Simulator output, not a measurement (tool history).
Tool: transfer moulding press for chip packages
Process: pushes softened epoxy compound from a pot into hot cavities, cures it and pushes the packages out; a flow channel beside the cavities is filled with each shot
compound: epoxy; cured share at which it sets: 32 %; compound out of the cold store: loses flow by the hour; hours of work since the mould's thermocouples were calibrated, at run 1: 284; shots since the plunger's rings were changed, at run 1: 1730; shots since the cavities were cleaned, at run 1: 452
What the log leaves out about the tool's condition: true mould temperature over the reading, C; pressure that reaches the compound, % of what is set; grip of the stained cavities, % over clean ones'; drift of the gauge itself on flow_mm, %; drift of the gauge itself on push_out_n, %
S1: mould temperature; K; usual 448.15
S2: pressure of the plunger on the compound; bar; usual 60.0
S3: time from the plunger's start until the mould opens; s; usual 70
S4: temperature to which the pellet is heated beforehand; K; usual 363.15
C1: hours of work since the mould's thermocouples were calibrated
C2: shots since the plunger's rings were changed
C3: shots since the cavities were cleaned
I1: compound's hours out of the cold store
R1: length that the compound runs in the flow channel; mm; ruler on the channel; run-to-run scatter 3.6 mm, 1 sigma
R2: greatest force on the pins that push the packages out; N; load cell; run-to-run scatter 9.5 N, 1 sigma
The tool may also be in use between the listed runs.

{"run": 1, "hour": 0.0, "S1": 448.15, "S2": 60.0, "S3": 70, "S4": 363.15, "C1": 284, "C2": 1730, "C3": 452, "I1": 42.5, "R1": 699, "R2": 533}
{"run": 2, "hour": 8.7, "S1": 448.15, "S2": 60.0, "S3": 70, "S4": 363.15, "C1": 291, "C2": 1899, "C3": 621, "I1": 28.9, "R1": 726, "R2": 595}
{"hour": 16.1, "done": "cavities cleaned with cleaning compound and waxed"}
{"run": 3, "hour": 16.1, "S1": 448.15, "S2": 60.0, "S3": 70, "S4": 363.15, "C1": 296, "C2": 2013, "C3": 0, "I1": 46.8, "R1": 674, "R2": 740}
{"run": 4, "hour": 25.2, "S1": 448.15, "S2": 60.0, "S3": 70, "S4": 363.15, "C1": 303, "C2": 2190, "C3": 177, "I1": 36.3, "R1": 694, "R2": 756}
{"run": 5, "hour": 29.6, "S1": 448.15, "S2": 49.6, "S3": 70, "S4": 363.15, "C1": 307, "C2": 2276, "C3": 263, "I1": 43.9, "R1": 616, "R2": 752}
{"run": 6, "hour": 34.0, "S1": 448.15, "S2": 49.6, "S3": 70, "S4": 363.15, "C1": 310, "C2": 2361, "C3": 348, "I1": 43.0, "R1": 629, "R2": 739}
{"run": 7, "hour": 42.3, "S1": 448.15, "S2": 49.6, "S3": 70, "S4": 363.15, "C1": 317, "C2": 2522, "C3": 509, "I1": 17.2, "R1": 681, "R2": 776}
{"hour": 46.1, "done": "cavities cleaned with cleaning compound and waxed, once more"}
{"run": 8, "hour": 51.6, "S1": 448.15, "S2": 60.0, "S3": 95, "S4": 363.15, "C1": 323, "C2": 2673, "C3": 105, "I1": 42.3, "R1": 683, "R2": 339}
{"run": 9, "hour": 57.3, "S1": 448.15, "S2": 60.0, "S3": 70, "S4": 368.15, "C1": 327, "C2": 2785, "C3": 217, "I1": 9.3, "R1": 765, "R2": 487}
{"run": 10, "hour": 63.9, "S1": 448.15, "S2": 60.0, "S3": 70, "S4": 368.15, "C1": 333, "C2": 2913, "C3": 345, "I1": 46.4, "R1": 675, "R2": 496}
{"run": 11, "hour": 71.2, "S1": 448.15, "S2": 60.0, "S3": 70, "S4": 368.15, "C1": 339, "C2": 3056, "C3": 488, "I1": 45.8, "R1": 678, "R2": 524}
{"run": 12, "hour": 78.0, "S1": 448.15, "S2": 60.0, "S3": 70, "S4": 368.15, "C1": 344, "C2": 3188, "C3": 620, "I1": 25.0, "R1": 714, "R2": 571}
{"hour": 85.7, "done": "cavities cleaned with cleaning compound and waxed"}
{"run": 13, "hour": 88.7, "S1": 448.15, "S2": 60.0, "S3": 66, "S4": 363.15, "C1": 351, "C2": 3366, "C3": 59, "I1": 16.9, "R1": 741, "R2": 515}
{"hour": 93.1, "done": "plunger's sealing rings changed"}
{"run": 14, "hour": 100.1, "S1": 448.15, "S2": 60.0, "S3": 66, "S4": 363.15, "C1": 358, "C2": 135, "C3": 231, "I1": 9.5, "R1": 772, "R2": 600}
{"run": 15, "hour": 106.2, "S1": 448.15, "S2": 60.0, "S3": 66, "S4": 363.15, "C1": 363, "C2": 253, "C3": 349, "I1": 13.5, "R1": 768, "R2": 614}
{"run": 16, "hour": 114.4, "S1": 445.15, "S2": 60.0, "S3": 66, "S4": 368.15, "C1": 370, "C2": 414, "C3": 510, "I1": 19.2, "R1": 763, "R2": 825}
{"run": 17, "hour": 118.5, "S1": 445.15, "S2": 60.0, "S3": 66, "S4": 368.15, "C1": 373, "C2": 494, "C3": 590, "I1": 23.9, "R1": 749, "R2": 839}
{"run": 18, "hour": 122.6, "S1": 440.15, "S2": 47.9, "S3": 70, "S4": 373.15, "C1": 376, "C2": 572, "C3": 668, "I1": 32.2, "R1": 670, "R2": 1023}
{"hour": 128.1, "done": "cavities cleaned with cleaning compound and waxed"}
{"run": 19, "hour": 128.7, "S1": 451.15, "S2": 54.4, "S3": 70, "S4": 373.15, "C1": 380, "C2": 663, "C3": 13, "I1": 14.8, "R1": 715, "R2": 335}
{"run": 20, "hour": 136.2, "S1": 451.15, "S2": 54.4, "S3": 55, "S4": 373.15, "C1": 386, "C2": 809, "C3": 159, "I1": 14.9, "R1": 709, "R2": 715}
{"run": 21, "hour": 141.3, "S1": 451.15, "S2": 54.4, "S3": 55, "S4": 373.15, "C1": 390, "C2": 907, "C3": 257, "I1": 15.0, "R1": 715, "R2": 745}
{"run": 22, "hour": 147.2, "S1": 448.15, "S2": 60.1, "S3": 51, "S4": 363.15, "C1": 395, "C2": 1021, "C3": 371, "I1": 42.8, "R1": 693, "R2": 1246}
{"run": 23, "hour": 151.6, "S1": 448.15, "S2": 53.8, "S3": 97, "S4": 371.15, "C1": 398, "C2": 1106, "C3": 456, "I1": 25.5, "R1": 692, "R2": 397}
{"run": 24, "hour": 161.2, "S1": 444.15, "S2": 60.0, "S3": 76, "S4": 358.15, "C1": 406, "C2": 1294, "C3": 644, "I1": 45.7, "R1": 708, "R2": 637}
{"hour": 167.7, "done": "cavities cleaned with cleaning compound and waxed"}
{"run": 25, "hour": 170.1, "S1": 448.15, "S2": 50.4, "S3": 70, "S4": 357.15, "C1": 412, "C2": 1438, "C3": 47, "I1": 25.6, "R1": 677, "R2": 444}
{"run": 26, "hour": 180.0, "S1": 448.15, "S2": 66.9, "S3": 86, "S4": 363.15, "C1": 420, "C2": 1629, "C3": 238, "I1": 28.7, "R1": 764, "R2": 369}
{"run": 27, "hour": 185.4, "S1": 448.15, "S2": 66.9, "S3": 86, "S4": 363.15, "C1": 424, "C2": 1735, "C3": 344, "I1": 26.4, "R1": 775, "R2": 397}
{"run": 28, "hour": 194.8, "S1": 449.15, "S2": 54.9, "S3": 60, "S4": 356.15, "C1": 432, "C2": 1916, "C3": 525, "I1": 27.6, "R1": 693, "R2": 848}

Alternative continuations, all from the tool just after run 28; predict every row:
{"run": "A", "hour": 200.0, "S1": 444.15, "S2": 54.9, "S3": 51, "S4": 361.15, "C1": 436, "C2": 2019, "C3": 628, "I1": 37.2, "R1": "?", "R2": "?"}
{"run": "B", "hour": 200.0, "S1": 450.15, "S2": 69.5, "S3": 60, "S4": 366.15, "C1": 436, "C2": 2019, "C3": 628, "I1": 14.4, "R1": "?", "R2": "?"}
{"run": "C", "hour": 200.0, "S1": 446.15, "S2": 49.4, "S3": 85, "S4": 363.15, "C1": 436, "C2": 2019, "C3": 628, "I1": 35.4, "R1": "?", "R2": "?"}
{"run": "D", "hour": 200.0, "S1": 444.15, "S2": 60.0, "S3": 70, "S4": 368.15, "C1": 436, "C2": 2019, "C3": 628, "I1": 24.5, "R1": "?", "R2": "?"}

run=A R1=689 R2=1757
run=B R1=800 R2=775
run=C R1=648 R2=450
run=D R1=742 R2=738
With the hidden condition removed and each run's random variation left untouched, the same runs would have given:
run=A R1=705 R2=1275
run=B R1=819 R2=589
run=C R1=663 R2=322
run=D R1=759 R2=558
